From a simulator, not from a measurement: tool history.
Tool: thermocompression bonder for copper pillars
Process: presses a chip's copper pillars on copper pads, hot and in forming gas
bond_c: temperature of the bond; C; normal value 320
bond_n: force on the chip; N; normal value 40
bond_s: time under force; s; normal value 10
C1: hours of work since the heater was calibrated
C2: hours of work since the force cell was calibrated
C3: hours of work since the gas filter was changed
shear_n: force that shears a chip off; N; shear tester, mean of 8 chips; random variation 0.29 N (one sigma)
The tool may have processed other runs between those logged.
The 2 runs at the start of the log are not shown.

{"run": 3, "hour": 75.8, "bond_c": 295, "bond_n": 40, "bond_s": 10, "C1": 622, "C2": 415, "C3": 321, "shear_n": 37.6}
{"run": 4, "hour": 123.3, "bond_c": 320, "bond_n": 40, "bond_s": 8, "C1": 644, "C2": 438, "C3": 344, "shear_n": 44.0}
{"run": 5, "hour": 153.1, "bond_c": 320, "bond_n": 40, "bond_s": 10, "C1": 659, "C2": 452, "C3": 358, "shear_n": 48.0}
{"run": 6, "hour": 177.8, "bond_c": 320, "bond_n": 34, "bond_s": 10, "C1": 671, "C2": 464, "C3": 370, "shear_n": 41.0}
{"run": 7, "hour": 205.4, "bond_c": 320, "bond_n": 34, "bond_s": 10, "C1": 684, "C2": 477, "C3": 383, "shear_n": 41.1}
{"run": 8, "hour": 256.2, "bond_c": 320, "bond_n": 34, "bond_s": 10, "C1": 708, "C2": 502, "C3": 408, "shear_n": 40.4}
{"run": 9, "hour": 278.9, "bond_c": 349, "bond_n": 40, "bond_s": 10, "C1": 719, "C2": 513, "C3": 419, "shear_n": 60.1}
{"run": 10, "hour": 308.3, "bond_c": 349, "bond_n": 41, "bond_s": 10, "C1": 733, "C2": 527, "C3": 433, "shear_n": 61.1}
{"run": 11, "hour": 336.4, "bond_c": 320, "bond_n": 40, "bond_s": 10, "C1": 747, "C2": 540, "C3": 446, "shear_n": 46.9}
{"run": 12, "hour": 362.3, "bond_c": 320, "bond_n": 53, "bond_s": 10, "C1": 759, "C2": 553, "C3": 459, "shear_n": 61.7}
{"run": 13, "hour": 405.1, "bond_c": 302, "bond_n": 40, "bond_s": 10, "C1": 780, "C2": 573, "C3": 479, "shear_n": 39.7}
{"hour": 442.7, "done": "forming gas filter changed"}
{"run": 14, "hour": 458.0, "bond_c": 302, "bond_n": 40, "bond_s": 10, "C1": 805, "C2": 598, "C3": 7, "shear_n": 42.0}
{"run": 15, "hour": 502.8, "bond_c": 302, "bond_n": 40, "bond_s": 6, "C1": 826, "C2": 620, "C3": 29, "shear_n": 34.1}
{"run": 16, "hour": 550.7, "bond_c": 302, "bond_n": 40, "bond_s": 6, "C1": 849, "C2": 643, "C3": 52, "shear_n": 33.7}
{"run": 17, "hour": 595.2, "bond_c": 304, "bond_n": 46, "bond_s": 10, "C1": 871, "C2": 664, "C3": 73, "shear_n": 48.7}
{"run": 18, "hour": 634.3, "bond_c": 304, "bond_n": 46, "bond_s": 10, "C1": 889, "C2": 683, "C3": 92, "shear_n": 48.5}
{"run": 19, "hour": 673.2, "bond_c": 297, "bond_n": 32, "bond_s": 12, "C1": 908, "C2": 702, "C3": 111, "shear_n": 33.0}
{"run": 20, "hour": 719.9, "bond_c": 297, "bond_n": 32, "bond_s": 12, "C1": 931, "C2": 724, "C3": 133, "shear_n": 33.6}
{"run": 21, "hour": 747.2, "bond_c": 297, "bond_n": 32, "bond_s": 12, "C1": 944, "C2": 737, "C3": 146, "shear_n": 33.2}

What does the tool deliver on the next run?
{"run": 22, "hour": 788.2, "bond_c": 297, "bond_n": 32, "bond_s": 12, "C1": 963, "C2": 757, "C3": 166, "shear_n": "?"}

Run 22 came out at shear_n 33.3 N.
Minus the tool's unlogged condition, the same run would have read shear_n 35.0 N.
